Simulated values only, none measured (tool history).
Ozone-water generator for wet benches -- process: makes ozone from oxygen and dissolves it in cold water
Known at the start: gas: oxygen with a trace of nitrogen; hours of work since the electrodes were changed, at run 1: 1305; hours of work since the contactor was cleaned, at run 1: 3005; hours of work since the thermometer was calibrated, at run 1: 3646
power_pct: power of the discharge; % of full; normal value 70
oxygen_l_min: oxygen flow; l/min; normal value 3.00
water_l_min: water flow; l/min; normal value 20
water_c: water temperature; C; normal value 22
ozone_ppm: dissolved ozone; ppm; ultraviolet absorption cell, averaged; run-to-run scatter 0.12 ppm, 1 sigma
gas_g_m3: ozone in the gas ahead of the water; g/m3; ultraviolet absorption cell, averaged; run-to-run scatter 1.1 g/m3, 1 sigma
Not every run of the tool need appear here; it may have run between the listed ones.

run    hour  power_pct  oxygen_l_min  water_l_min  water_c  hours of work since the electrodes were changed  hours of work since the contactor was cleaned  hours of work since the thermometer was calibrated  ozone_ppm  gas_g_m3
  1     0.0         70          3.00           20       22                                             1305                                           3005                                                3646       12.5     196.0
  2    91.4         70          3.00           20       22                                             1374                                           3074                                                3715       12.5     196.6
  3   134.5         70          1.70           20       22                                             1407                                           3107                                                3748       12.1     284.5
  4   214.7         70          1.70           20       22                                             1467                                           3167                                                3808       12.1     282.9
  5   306.5         70          3.00           20       22                                             1537                                           3237                                                3878       12.3     194.2
  6   402.2         70          3.00           20       21                                             1609                                           3309                                                3950       12.4     193.3
  7   485.2         70          3.00           20       21                                             1672                                           3372                                                4013       12.4     194.2
  8   591.5         70          3.00           20       22                                             1752                                           3452                                                4093       12.1     194.7
  9   696.2         70          1.56           20       22                                             1831                                           3531                                                4172       11.9     301.0
 10   774.8         70          1.56           20       22                                             1890                                           3590                                                4231       11.8     300.9
 11   821.2         70          1.56           20       22                                             1925                                           3625                                                4267       12.1     301.5
 12   921.9         69          1.63           16       29                                             2002                                           3701                                                4343       14.1     290.9
 13   993.0         69          1.63           16       29                                             2055                                           3755                                                4396       13.7     286.4
 14  1048.0         69          2.85           16       29                                             2097                                           3797                                                4438       13.9     198.0
 15  1109.0         65          4.12           20       17                                             2143                                           3843                                                4484       12.0     147.3
 16  1202.7         87          3.00           15       22                                             2214                                           3914                                                4555       18.5     225.4
 17  1299.5         87          1.80           15       22                                             2287                                           3987                                                4628       18.7     315.5
 18  1354.2         70          3.37           20       25                                             2328                                           4028                                                4669       11.8     180.2
 19  1398.2         70          3.37           20       25                                             2361                                           4061                                                4702       11.9     178.0
 20  1444.9         44          4.91           20       25                                             2397                                           4097                                                4738        8.1      98.3
 21  1500.1         44          4.91           20       25                                             2438                                           4138                                                4779        8.5      99.7
 22  1583.2         44          1.57           18       25                                             2501                                           4201                                                4842        9.1     209.9

Alternative continuations, all from the tool just after run 22; predict every row:
  A  1630.1         44          2.32           18       14                                             2537                                           4236                                                4878          ?         ?
  B  1630.1         70          3.00           20       22                                             2537                                           4236                                                4878          ?         ?
  C  1630.1         44          2.59           14       22                                             2537                                           4236                                                4878          ?         ?

run  ozone_ppm  gas_g_m3
  A       10.4     161.2
  B       12.2     190.8
  C       11.9     151.5
The same runs, with their run-to-run variation unchanged, on a tool lacking any hidden condition would have given:
run  ozone_ppm  gas_g_m3
  A       10.4     164.9
  B       12.2     195.3
  C       11.9     154.9
